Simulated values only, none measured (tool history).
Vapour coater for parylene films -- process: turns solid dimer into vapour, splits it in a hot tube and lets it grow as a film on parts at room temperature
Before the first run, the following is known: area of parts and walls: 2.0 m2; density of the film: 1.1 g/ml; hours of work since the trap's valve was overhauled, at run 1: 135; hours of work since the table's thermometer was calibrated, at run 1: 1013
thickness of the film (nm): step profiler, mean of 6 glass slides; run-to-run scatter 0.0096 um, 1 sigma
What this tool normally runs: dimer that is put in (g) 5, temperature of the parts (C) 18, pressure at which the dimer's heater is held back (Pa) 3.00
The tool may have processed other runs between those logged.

run    hour  dimer that is put in (g)  temperature of the parts (C)  pressure at which the dimer's heater is held back (Pa)  hours of work since the trap's valve was overhauled  hours of work since the table's thermometer was calibrated  thickness of the film (nm)
  1     0.0                         5                            18                                                    3.00                                                  135                                                        1013                        1257
  2    63.7                         5                            12                                                    3.00                                                  191                                                        1069                        1674
  3   118.4                         5                            12                                                    3.00                                                  238                                                        1116                        1686
  4   157.0                         5                            18                                                    3.00                                                  272                                                        1149                        1244
  5   211.5                         5                            18                                                    6.88                                                  319                                                        1197                        1039
      291.1  -- trap's valve overhauled
  6   291.1                         5                            14                                                    6.88                                                    0                                                        1262                        1263
  7   368.5                         3                            18                                                    3.00                                                   67                                                        1329                         770
  8   433.5                         5                            18                                                    3.00                                                  123                                                        1386                        1249
  9   491.4                         5                            18                                                    3.00                                                  174                                                        1436                        1251
 10   533.7                         5                            18                                                    2.63                                                  210                                                        1472                        1298
 11   570.7                         5                            18                                                    2.63                                                  242                                                        1505                        1283
 12   622.8                         5                            18                                                    2.63                                                  288                                                        1550                        1289
 13   660.9                         5                            18                                                    2.63                                                  321                                                        1583                        1284
      743.0  -- trap's valve overhauled
 14   743.0                         5                            20                                                    2.63                                                    0                                                        1650                        1166
 15   786.5                         5                            18                                                    3.00                                                   38                                                        1688                        1248
 16   839.8                         5                            18                                                    3.00                                                   84                                                        1734                        1241
 17   896.6                         5                            17                                                    3.00                                                  133                                                        1784                        1313
 18   953.9                         5                            17                                                    3.00                                                  183                                                        1833                        1312
 19  1000.8                         5                            14                                                    3.00                                                  223                                                        1874                        1530
 20  1051.8                         5                            18                                                    3.00                                                  268                                                        1918                        1265
 21  1093.8                         5                            18                                                    3.00                                                  304                                                        1954                        1250
 22  1135.1                         5                            18                                                    3.00                                                  340                                                        1990                        1244
 23  1173.6                         5                            18                                                    3.00                                                  373                                                        2024                        1252
     1194.3  -- trap's valve overhauled
 24  1255.9                         2                            18                                                    3.00                                                   53                                                        2092                         511
     1300.9  -- table's thermometer calibrated
 25  1316.9                         2                            16                                                    2.97                                                  105                                                          14                         553
 26  1388.1                         2                            16                                                    2.97                                                  167                                                          76                         553
 27  1441.7                         2                            16                                                    2.97                                                  214                                                         122                         547
 28  1477.7                         3                            14                                                   10.05                                                  245                                                         153                         711
 29  1527.3                         7                            18                                                    3.00                                                  288                                                         196                        1742
 30  1564.5                         5                            28                                                   10.06                                                  320                                                         228                         598
 31  1601.4                         4                            27                                                    5.31                                                  352                                                         260                         558
     1646.2  -- trap's valve overhauled
 32  1681.5                         8                            14                                                    3.63                                                   31                                                         326                        2329
 33  1740.2                         3                            28                                                    7.49                                                   81                                                         377                         383
 34  1805.9                         3                            28                                                    7.49                                                  138                                                         434                         373
 35  1854.7                         5                            18                                                    6.96                                                  181                                                         477                        1035
 36  1924.4                         5                            12                                                    3.00                                                  241                                                         537                        1683
 37  1990.9                         5                            11                                                    7.34                                                  299                                                         595                        1450
 38  2054.2                         5                            24                                                   10.37                                                  354                                                         649                         711
     2098.0  -- trap's valve overhauled
 39  2135.5                         5                            22                                                   10.37                                                   33                                                         716                         772
 40  2173.2                         5                            22                                                   10.37                                                   65                                                         749                         795
 41  2217.8                         4                            18                                                    3.46                                                  104                                                         788                         977
 42  2266.1                         4                            18                                                    3.46                                                  146                                                         830                         970
 43  2309.3                         3                            23                                                    3.65                                                  183                                                         867                         556
 44  2353.7                         3                            28                                                    3.18                                                  222                                                         906                         461
 45  2410.9                         3                            28                                                    3.18                                                  271                                                         955                         452
 46  2454.1                         3                            28                                                    3.18                                                  309                                                         993                         470

Consider 3 possible next runs. They are alternatives, not a sequence: every one starts from the tool as it was left by run 46. What does each give?
  A  2516.9                         2                            28                                                    3.18                                                  363                                                        1047                           ?
  B  2516.9                         3                            13                                                   11.26                                                  363                                                        1047                           ?
  C  2516.9                         4                            11                                                    2.16                                                  363                                                        1047                           ?

run  thickness of the film (nm)
  A                         305
  B                         710
  C                        1525
Without the tool's hidden state the same runs would have given:
run  thickness of the film (nm)
  A                         306
  B                         711
  C                        1527
